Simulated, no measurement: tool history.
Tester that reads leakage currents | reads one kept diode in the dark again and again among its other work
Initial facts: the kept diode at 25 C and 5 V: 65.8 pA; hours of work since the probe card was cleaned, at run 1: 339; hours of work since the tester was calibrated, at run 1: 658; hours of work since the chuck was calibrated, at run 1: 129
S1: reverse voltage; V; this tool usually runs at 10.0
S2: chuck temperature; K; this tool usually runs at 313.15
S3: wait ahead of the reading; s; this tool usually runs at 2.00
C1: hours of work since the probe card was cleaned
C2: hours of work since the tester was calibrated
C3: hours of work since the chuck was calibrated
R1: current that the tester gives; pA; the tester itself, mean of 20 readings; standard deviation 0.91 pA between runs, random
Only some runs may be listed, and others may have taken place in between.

| run | hour | S1 | S2 | S3 | C1 | C2 | C3 | R1 |
|---|---|---|---|---|---|---|---|---|
| 1 | 0.0 | 10.0 | 313.15 | 2.00 | 339 | 658 | 129 | 297.61 |
| 2 | 46.1 | 10.0 | 313.15 | 2.00 | 360 | 678 | 150 | 299.31 |
| 3 | 76.6 | 11.2 | 313.15 | 2.00 | 373 | 691 | 163 | 317.43 |
| 4 | 137.6 | 10.0 | 321.15 | 2.00 | 400 | 718 | 190 | 511.25 |
| 5 | 195.9 | 1.2 | 321.15 | 2.00 | 426 | 744 | 216 | 142.67 |
| 6 | 240.5 | 1.2 | 321.15 | 2.00 | 446 | 764 | 235 | 142.31 |
| 7 | 300.3 | 1.2 | 321.15 | 2.00 | 472 | 790 | 262 | 142.27 |
| 8 | 342.4 | 1.0 | 313.15 | 2.00 | 490 | 809 | 280 | 73.82 |
| 9 | 393.4 | 10.0 | 313.15 | 4.96 | 513 | 831 | 303 | 291.12 |

Run 10, settings as shown, results not yet in. Your forecast:
| 10 | 435.3 | 10.0 | 313.15 | 4.96 | 531 | 850 | 321 | ? |

R1: 293.19 pA
Had the tool carried no hidden state, the very same run would have given R1 303.58 pA.
